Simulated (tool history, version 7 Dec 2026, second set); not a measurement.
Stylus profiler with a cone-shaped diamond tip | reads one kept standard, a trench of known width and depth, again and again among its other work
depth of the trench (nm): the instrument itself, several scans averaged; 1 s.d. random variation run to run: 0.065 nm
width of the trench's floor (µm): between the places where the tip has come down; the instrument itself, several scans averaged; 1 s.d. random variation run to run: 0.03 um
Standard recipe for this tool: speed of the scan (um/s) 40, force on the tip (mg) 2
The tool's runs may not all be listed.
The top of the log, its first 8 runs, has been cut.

| run | hour | speed of the scan (um/s) | force on the tip (mg) | scans with this tip | hours of work since the height scale was calibrated | depth of the trench (nm) | width of the trench's floor (µm) |
|---|---|---|---|---|---|---|---|
| 9 | 674.2 | 40 | 5.31 | 10985 | 844 | 101.4 | 18.29 |
| 10 | 725.5 | 40 | 5.31 | 11444 | 879 | 101.36 | 18.22 |
|  | 810.5 | height scale calibrated on a step standard |
| 11 | 839 | 40 | 2 | 12454 | 20 | 101.25 | 18.08 |
| 12 | 902.1 | 40 | 2 | 13018 | 63 | 101.07 | 18.08 |
| 13 | 1005.7 | 40 | 2 | 13944 | 134 | 101.25 | 18.04 |
| 14 | 1114.8 | 40 | 2 | 14918 | 209 | 101.26 | 18.01 |
| 15 | 1188.9 | 40 | 2 | 15581 | 260 | 101.15 | 17.96 |
| 16 | 1243 | 40 | 2 | 16064 | 297 | 101.36 | 18.02 |
| 17 | 1300.1 | 40 | 2 | 16575 | 336 | 101.21 | 17.96 |
| 18 | 1350 | 40 | 2 | 17021 | 370 | 101.26 | 18.02 |
| 19 | 1446.7 | 40 | 2 | 17885 | 437 | 101.39 | 18 |
|  | 1461 | height scale calibrated on a step standard, once more |
| 20 | 1508.5 | 40 | 2 | 18433 | 33 | 100.66 | 17.97 |
| 21 | 1630.2 | 40 | 2 | 19520 | 116 | 100.67 | 17.94 |
| 22 | 1703 | 18 | 0.75 | 20170 | 166 | 100.42 | 17.92 |
| 23 | 1766.2 | 18 | 0.75 | 20735 | 210 | 100.22 | 17.94 |
| 24 | 1876.4 | 40 | 2.17 | 21721 | 285 | 100.69 | 17.87 |
| 25 | 1948 | 40 | 2.17 | 22360 | 334 | 100.7 | 17.86 |
| 26 | 2057.3 | 38 | 0.73 | 23337 | 409 | 100.51 | 17.68 |
| 27 | 2129.8 | 10 | 0.82 | 23985 | 459 | 100.41 | 17.94 |
| 28 | 2242.2 | 45 | 0.77 | 24989 | 536 | 100.4 | 17.6 |
| 29 | 2332.6 | 129 | 1.84 | 25797 | 598 | 100.77 | 17.19 |

What does the tool deliver on the next run?
| 30 | 2429.1 | 129 | 1.84 | 26660 | 665 | ? | ? |

depth of the trench (nm): 100.83
width of the trench's floor (µm): 17.21
Had the tool carried no hidden state, the very same run would have given depth of the trench (nm) 100.57, width of the trench's floor (µm) 17.99.
